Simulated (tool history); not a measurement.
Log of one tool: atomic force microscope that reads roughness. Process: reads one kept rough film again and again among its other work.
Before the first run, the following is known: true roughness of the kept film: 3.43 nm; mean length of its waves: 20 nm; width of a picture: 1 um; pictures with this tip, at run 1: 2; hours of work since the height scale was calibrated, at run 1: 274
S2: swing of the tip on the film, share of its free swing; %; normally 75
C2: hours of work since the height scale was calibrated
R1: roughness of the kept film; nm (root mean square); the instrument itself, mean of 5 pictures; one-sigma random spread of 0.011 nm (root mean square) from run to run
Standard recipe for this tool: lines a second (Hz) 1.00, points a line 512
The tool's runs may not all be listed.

Run 1, hour 0.0: usual settings; pictures with this tip 2; C2 274. Result: R1 2.616 nm (root mean square).
Run 2, hour 13.3: usual settings; pictures with this tip 14; C2 281. Result: R1 2.532 nm (root mean square).
Run 3, hour 23.7: usual settings but S2 76 %; pictures with this tip 24; C2 286. Result: R1 2.448 nm (root mean square).
Run 4, hour 37.7: usual settings but S2 76 %; pictures with this tip 36; C2 293. Result: R1 2.433 nm (root mean square).
Run 5, hour 51.2: usual settings but S2 76 %; pictures with this tip 48; C2 300. Result: R1 2.396 nm (root mean square).
Run 6, hour 59.7: usual settings but S2 76 %; pictures with this tip 56; C2 305. Result: R1 2.350 nm (root mean square).
Run 7, hour 75.1: usual settings but S2 76 %; pictures with this tip 69; C2 312. Result: R1 2.304 nm (root mean square).
Run 8, hour 91.6: usual settings but lines a second (Hz) 0.87, S2 72 %; pictures with this tip 84; C2 321. Result: R1 2.288 nm (root mean square).
Run 9, hour 100.5: usual settings but lines a second (Hz) 0.87, S2 72 %; pictures with this tip 92; C2 325. Result: R1 2.262 nm (root mean square).
Run 10, hour 108.0: usual settings but lines a second (Hz) 0.87, S2 72 %; pictures with this tip 99; C2 329. Result: R1 2.229 nm (root mean square).
Run 11, hour 119.2: usual settings but lines a second (Hz) 3.28; pictures with this tip 109; C2 335. Result: R1 1.992 nm (root mean square).
Run 12, hour 130.9: usual settings but lines a second (Hz) 3.28; pictures with this tip 119; C2 341. Result: R1 1.938 nm (root mean square).
Run 13, hour 145.0: usual settings but lines a second (Hz) 3.66, points a line 682; pictures with this tip 132; C2 348. Result: R1 1.881 nm (root mean square).
Run 14, hour 157.9: usual settings but lines a second (Hz) 3.66, S2 73 %, points a line 682; pictures with this tip 143; C2 354. Result: R1 1.897 nm (root mean square).

Forecast each of these 3 alternatives for the next run:
Run A, hour 172.1: usual settings but lines a second (Hz) 1.52, S2 71 %, points a line 327; pictures with this tip 156; C2 362. Result: R1 ?.
Run B, hour 172.1: usual settings but lines a second (Hz) 3.18, S2 73 %, points a line 682; pictures with this tip 156; C2 362. Result: R1 ?.
Run C, hour 172.1: usual settings but lines a second (Hz) 1.46, points a line 546; pictures with this tip 156; C2 362. Result: R1 ?.

run     R1
  A  1.989
  B  1.900
  C  1.993
With no hidden state in the tool, these same runs would have given:
run     R1
  A  2.574
  B  2.458
  C  2.579

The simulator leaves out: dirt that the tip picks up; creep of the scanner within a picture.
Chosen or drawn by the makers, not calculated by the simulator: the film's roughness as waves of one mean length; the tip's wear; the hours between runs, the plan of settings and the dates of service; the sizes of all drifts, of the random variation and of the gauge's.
